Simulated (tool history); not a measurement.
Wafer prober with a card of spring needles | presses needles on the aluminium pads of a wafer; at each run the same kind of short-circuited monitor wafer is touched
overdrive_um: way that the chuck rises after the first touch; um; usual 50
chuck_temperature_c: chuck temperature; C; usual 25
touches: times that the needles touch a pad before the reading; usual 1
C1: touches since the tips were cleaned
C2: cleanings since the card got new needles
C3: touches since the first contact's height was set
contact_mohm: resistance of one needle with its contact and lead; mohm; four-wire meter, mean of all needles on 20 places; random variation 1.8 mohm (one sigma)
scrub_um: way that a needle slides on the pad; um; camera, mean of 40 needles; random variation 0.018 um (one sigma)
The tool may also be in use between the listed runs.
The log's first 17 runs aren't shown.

{"hour": 785.4, "done": "tips cleaned on abrasive film"}
{"run": 18, "hour": 802.1, "overdrive_um": 48, "chuck_temperature_c": 25, "touches": 1, "C1": 4585, "C2": 50, "C3": 54423, "contact_mohm": 472, "scrub_um": 6.33}
{"hour": 814.7, "done": "tips cleaned on abrasive film"}
{"run": 19, "hour": 830.9, "overdrive_um": 48, "chuck_temperature_c": 25, "touches": 1, "C1": 4468, "C2": 51, "C3": 62321, "contact_mohm": 500, "scrub_um": 6.35}
{"hour": 841.2, "done": "height of the first contact set anew"}
{"hour": 844.8, "done": "tips cleaned on abrasive film"}
{"hour": 875.6, "done": "tips cleaned on abrasive film"}
{"run": 20, "hour": 885.5, "overdrive_um": 31, "chuck_temperature_c": 25, "touches": 1, "C1": 2724, "C2": 53, "C3": 12138, "contact_mohm": 753, "scrub_um": 4.13}
{"hour": 905.7, "done": "tips cleaned on abrasive film"}
{"run": 21, "hour": 925.7, "overdrive_um": 31, "chuck_temperature_c": 25, "touches": 1, "C1": 5486, "C2": 54, "C3": 23163, "contact_mohm": 917, "scrub_um": 4.11}
{"hour": 935.3, "done": "tips cleaned on abrasive film"}
{"hour": 965.6, "done": "tips cleaned on abrasive film"}
{"run": 22, "hour": 977.5, "overdrive_um": 50, "chuck_temperature_c": 88, "touches": 2, "C1": 3263, "C2": 56, "C3": 37353, "contact_mohm": 344, "scrub_um": 6.6}
{"hour": 995.9, "done": "tips cleaned on abrasive film"}
{"run": 23, "hour": 1021.3, "overdrive_um": 50, "chuck_temperature_c": 88, "touches": 2, "C1": 6978, "C2": 57, "C3": 49363, "contact_mohm": 377, "scrub_um": 6.62}
{"hour": 1026.1, "done": "tips cleaned on abrasive film"}
{"hour": 1058.4, "done": "tips cleaned on abrasive film"}
{"run": 24, "hour": 1069.1, "overdrive_um": 42, "chuck_temperature_c": 27, "touches": 1, "C1": 2936, "C2": 59, "C3": 62463, "contact_mohm": 537, "scrub_um": 5.54}
{"hour": 1080.5, "done": "height of the first contact set anew"}
{"hour": 1089.3, "done": "tips cleaned on abrasive film"}
{"hour": 1118.3, "done": "tips cleaned on abrasive film"}
{"run": 25, "hour": 1121.3, "overdrive_um": 42, "chuck_temperature_c": 47, "touches": 2, "C1": 835, "C2": 61, "C3": 11174, "contact_mohm": 291, "scrub_um": 5.62}
{"hour": 1147.6, "done": "tips cleaned on abrasive film"}
{"hour": 1179.4, "done": "tips cleaned on abrasive film"}
{"run": 26, "hour": 1186.8, "overdrive_um": 42, "chuck_temperature_c": 47, "touches": 2, "C1": 2042, "C2": 63, "C3": 29134, "contact_mohm": 343, "scrub_um": 5.54}
{"hour": 1211.9, "done": "tips cleaned on abrasive film"}
{"hour": 1244.1, "done": "tips cleaned on abrasive film"}
{"run": 27, "hour": 1256.6, "overdrive_um": 41, "chuck_temperature_c": 112, "touches": 1, "C1": 3435, "C2": 65, "C3": 48285, "contact_mohm": 565, "scrub_um": 5.46}
{"hour": 1274.8, "done": "tips cleaned on abrasive film"}
{"hour": 1308.8, "done": "tips cleaned on abrasive film"}
{"hour": 1314.3, "done": "height of the first contact set anew"}
{"run": 28, "hour": 1323.4, "overdrive_um": 41, "chuck_temperature_c": 112, "touches": 1, "C1": 3947, "C2": 67, "C3": 2519, "contact_mohm": 571, "scrub_um": 5.47}
{"hour": 1341.9, "done": "tips cleaned on abrasive film"}
{"hour": 1372.3, "done": "tips cleaned on abrasive film"}
{"run": 29, "hour": 1376.4, "overdrive_um": 41, "chuck_temperature_c": 112, "touches": 1, "C1": 1139, "C2": 69, "C3": 17032, "contact_mohm": 365, "scrub_um": 5.46}
{"hour": 1403.1, "done": "tips cleaned on abrasive film"}
{"run": 30, "hour": 1412.0, "overdrive_um": 31, "chuck_temperature_c": 29, "touches": 2, "C1": 2465, "C2": 70, "C3": 26801, "contact_mohm": 544, "scrub_um": 4.11}
{"hour": 1436.3, "done": "tips cleaned on abrasive film"}
{"run": 31, "hour": 1459.6, "overdrive_um": 31, "chuck_temperature_c": 29, "touches": 2, "C1": 6419, "C2": 71, "C3": 39861, "contact_mohm": 670, "scrub_um": 4.09}

4 ways to go on from here, each from the tool as it stands after run 31. What would each give?
{"hour": 1465.4, "done": "tips cleaned on abrasive film"}
{"hour": 1495.7, "done": "tips cleaned on abrasive film"}
{"run": "A", "hour": 1510.6, "overdrive_um": 54, "chuck_temperature_c": 45, "touches": 2, "C1": 4103, "C2": 73, "C3": 53818, "contact_mohm": "?", "scrub_um": "?"}
{"hour": 1465.4, "done": "tips cleaned on abrasive film"}
{"hour": 1495.7, "done": "tips cleaned on abrasive film"}
{"run": "B", "hour": 1510.6, "overdrive_um": 38, "chuck_temperature_c": 29, "touches": 2, "C1": 4103, "C2": 73, "C3": 53818, "contact_mohm": "?", "scrub_um": "?"}
{"hour": 1465.4, "done": "tips cleaned on abrasive film"}
{"hour": 1495.7, "done": "tips cleaned on abrasive film"}
{"run": "C", "hour": 1510.6, "overdrive_um": 50, "chuck_temperature_c": 25, "touches": 1, "C1": 4103, "C2": 73, "C3": 53818, "contact_mohm": "?", "scrub_um": "?"}
{"hour": 1465.4, "done": "tips cleaned on abrasive film"}
{"hour": 1495.7, "done": "tips cleaned on abrasive film"}
{"run": "D", "hour": 1510.6, "overdrive_um": 50, "chuck_temperature_c": 53, "touches": 2, "C1": 4103, "C2": 73, "C3": 53818, "contact_mohm": "?", "scrub_um": "?"}

run=A contact_mohm=353 scrub_um=7.20
run=B contact_mohm=489 scrub_um=5.01
run=C contact_mohm=501 scrub_um=6.63
run=D contact_mohm=369 scrub_um=6.66
Without the tool's hidden state the same runs would have given:
run=A contact_mohm=192 scrub_um=7.27
run=B contact_mohm=188 scrub_um=5.09
run=C contact_mohm=187 scrub_um=6.70
run=D contact_mohm=191 scrub_um=6.73
